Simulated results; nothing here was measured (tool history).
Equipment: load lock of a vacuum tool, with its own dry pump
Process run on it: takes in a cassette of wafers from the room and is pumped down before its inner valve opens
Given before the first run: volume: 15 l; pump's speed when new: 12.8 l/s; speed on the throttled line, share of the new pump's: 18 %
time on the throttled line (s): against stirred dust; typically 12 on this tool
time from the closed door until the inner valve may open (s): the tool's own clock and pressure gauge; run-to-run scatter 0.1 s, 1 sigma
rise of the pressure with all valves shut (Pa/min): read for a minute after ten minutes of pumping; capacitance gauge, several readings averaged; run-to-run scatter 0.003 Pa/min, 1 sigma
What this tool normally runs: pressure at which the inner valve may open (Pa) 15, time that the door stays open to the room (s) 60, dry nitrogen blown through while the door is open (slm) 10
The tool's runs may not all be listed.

run	day	time on the throttled line (s)	pressure at which the inner valve may open (Pa)	time that the door stays open to the room (s)	dry nitrogen blown through while the door is open (slm)	incoming humidity of the room's air, %	time from the closed door until the inner valve may open (s)	rise of the pressure with all valves shut (Pa/min)
1	0	12	15	60	10	44.1	20.9	0.161
2	4.488	12	15	60	10	41.5	20.8	0.167
3	10.367	16	15	60	10	44.9	23.8	0.177
4	12.921	16	15	60	10	47.4	24	0.18
5	15.367	16	15	60	10	43.4	24.2	0.178
6	20.967	16	15	60	10	44.2	24.1	0.177
7	24.842	16	15	60	10	45.1	24.1	0.179
8	27.3	16	15	60	10	45	24.1	0.181
9	30.458	12	15	60	10	45.9	21	0.189
10	33.725	12	28	60	10	45.7	20.2	0.188
11	38.438	12	28	60	9	42.5	20.4	0.194
12	42.667	12	28	60	9	47.6	20.1	0.199

What does the tool deliver on the next run?
13	45.683	12	28	60	9	47.9	?	?

{"run 13": {"time from the closed door until the inner valve may open (s)": 20.2, "rise of the pressure with all valves shut (Pa/min)": 0.2}}
Take away the tool's hidden state, keep the run-to-run variation as it was, and the same run would have given time from the closed door until the inner valve may open (s) 19.4, rise of the pressure with all valves shut (Pa/min) 0.042.
